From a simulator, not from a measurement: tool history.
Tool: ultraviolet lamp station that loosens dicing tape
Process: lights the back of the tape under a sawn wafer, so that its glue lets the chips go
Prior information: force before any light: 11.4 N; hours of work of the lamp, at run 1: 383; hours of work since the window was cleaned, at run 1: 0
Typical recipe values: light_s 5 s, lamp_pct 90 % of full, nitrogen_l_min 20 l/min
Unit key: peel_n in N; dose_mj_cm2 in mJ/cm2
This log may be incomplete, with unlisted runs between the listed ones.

run,hour,light_s,lamp_pct,nitrogen_l_min,hours of work of the lamp,hours of work since the window was cleaned,peel_n,dose_mj_cm2
1,0.0,5,90,20,383,0,0.321,239
2,25.7,6,90,20,401,18,0.267,287
3,36.3,6,90,20,408,25,0.259,286
4,62.3,6,90,17,426,43,0.285,281
5,77.4,5,90,20,437,54,0.355,233
6,91.2,5,90,20,446,64,0.366,232
7,102.2,4,90,20,454,71,0.578,188
8,115.4,4,90,20,463,80,0.565,182
9,136.3,5,90,14,478,95,0.437,227
10,149.6,5,90,39,487,104,0.312,228
11,160.5,10,90,20,494,112,0.218,447
12,177.0,5,90,7,506,123,0.725,220
13,191.0,5,90,7,516,133,0.760,222
14,213.1,5,90,7,531,148,0.766,219
15,227.2,5,90,7,541,158,0.783,216
16,250.2,3,90,7,557,174,2.155,130
17,264.9,3,90,7,567,185,2.170,127
18,284.1,5,66,20,581,198,0.828,157
19,294.7,3,74,10,588,205,2.557,105
20,306.3,3,62,13,596,213,2.855,89
21,330.4,10,74,6,613,230,0.338,344
22,349.5,10,74,6,626,243,0.346,335
23,363.4,10,74,6,636,253,0.367,336
24,378.4,5,90,29,646,264,0.392,202
25,391.5,5,90,11,655,273,0.673,202
26,412.1,5,69,28,670,287,0.720,155
27,424.0,6,62,20,678,295,0.730,160
28,449.0,4,90,33,695,313,0.623,158

A few steps of peel_n between consecutive runs. Split each: what settings, incoming material and random variation would produce without the hidden state, and what is left over for the hidden state, along with gauge scatter present in only one of the two compared results (measured, and without hidden state):
The hidden state here: lamp's light, % of a new lamp's; light that the window lets through, % of a clean one's; drift of the gauge itself on peel_n, %; drift of the gauge itself on dose_mj_cm2, %.
Run 18 -> 19: light_s 5 -> 3, lamp_pct 66 -> 74, nitrogen_l_min 20 -> 10. peel_n +1.729 N: hidden state +0.521, all else +1.208.
Run 20 -> 21: light_s 3 -> 10, lamp_pct 62 -> 74, nitrogen_l_min 13 -> 6. peel_n -2.517 N: hidden state -0.824, all else -1.693.

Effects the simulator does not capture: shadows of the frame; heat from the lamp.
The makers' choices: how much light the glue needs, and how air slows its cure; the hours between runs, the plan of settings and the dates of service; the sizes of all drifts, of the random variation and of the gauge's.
